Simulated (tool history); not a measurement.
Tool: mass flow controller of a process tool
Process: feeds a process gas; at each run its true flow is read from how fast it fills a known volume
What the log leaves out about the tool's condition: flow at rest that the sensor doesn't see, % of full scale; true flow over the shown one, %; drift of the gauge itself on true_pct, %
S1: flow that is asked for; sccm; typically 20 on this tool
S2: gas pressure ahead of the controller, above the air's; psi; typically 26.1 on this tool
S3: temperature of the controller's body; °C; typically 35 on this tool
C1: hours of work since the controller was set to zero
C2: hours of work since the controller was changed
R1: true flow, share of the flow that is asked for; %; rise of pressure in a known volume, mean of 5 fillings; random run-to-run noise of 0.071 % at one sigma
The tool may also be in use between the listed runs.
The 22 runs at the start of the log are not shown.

| run | hour | S1 | S2 | S3 | C1 | C2 | R1 |
|---|---|---|---|---|---|---|---|
| 23 | 1726.7 | 20 | 26.1 | 35 | 2311 | 2311 | 100.30 |
| 24 | 1813.7 | 20 | 26.5 | 35 | 2345 | 2345 | 100.20 |
|  | 1823.4 | controller's zero set anew |
| 25 | 1898.8 | 14 | 32.3 | 24 | 29 | 2378 | 99.22 |
| 26 | 2010.8 | 14 | 32.3 | 24 | 73 | 2422 | 99.08 |
| 27 | 2121.3 | 14 | 32.3 | 24 | 116 | 2465 | 99.23 |
| 28 | 2176.3 | 14 | 32.3 | 24 | 138 | 2486 | 99.19 |
|  | 2235.7 | controller's zero set anew, once more |
| 29 | 2254.1 | 7 | 23.4 | 32 | 7 | 2516 | 100.13 |
| 30 | 2358.6 | 9 | 30.9 | 27 | 48 | 2557 | 100.23 |

Run 31 is up next; what results do you expect?
| 31 | 2421.0 | 11 | 20.7 | 32 | 72 | 2581 | ? |

Run 31 measured R1 100.26 %.
Minus the tool's unlogged condition, the same run would have read R1 99.03 %.
